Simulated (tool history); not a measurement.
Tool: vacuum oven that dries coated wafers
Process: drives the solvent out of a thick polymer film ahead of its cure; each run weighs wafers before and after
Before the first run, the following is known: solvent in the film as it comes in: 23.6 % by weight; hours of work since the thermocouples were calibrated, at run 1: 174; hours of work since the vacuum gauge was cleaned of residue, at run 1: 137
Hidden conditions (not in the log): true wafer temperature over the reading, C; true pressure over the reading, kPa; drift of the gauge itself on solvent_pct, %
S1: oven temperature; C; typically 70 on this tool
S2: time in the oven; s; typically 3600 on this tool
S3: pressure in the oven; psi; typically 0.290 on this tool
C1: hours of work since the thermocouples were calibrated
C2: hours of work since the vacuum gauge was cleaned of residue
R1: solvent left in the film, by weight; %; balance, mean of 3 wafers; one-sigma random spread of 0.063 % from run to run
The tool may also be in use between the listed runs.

run  hour  S1    S2     S3   C1   C2    R1
  1   0.0  70  3600  0.290  174  137  3.83
  2  13.9  70  3600  0.290  183  146  3.93
  3  22.4  66  3600  0.290  188  152  5.97
  4  29.3  70  5940  0.290  192  156  2.00
  5  38.6  70  5940  0.290  198  162  2.08
  6  48.1  80  3600  0.290  204  168  1.10
  7  61.1  70  3600  0.290  212  176  3.77
  8  70.3  70  3600  0.290  218  182  3.87
  9  81.9  70  3600  0.405  226  189  4.28
 10  88.3  70  3600  0.405  230  193  4.31

The next listed run, before its measurement:
 11  97.1  71  5220  0.239  235  199   ?

{"run 11": {"R1": 1.86}}
On a tool with no hidden condition, and with the same random variation, this run would have come out at R1 1.86 %.
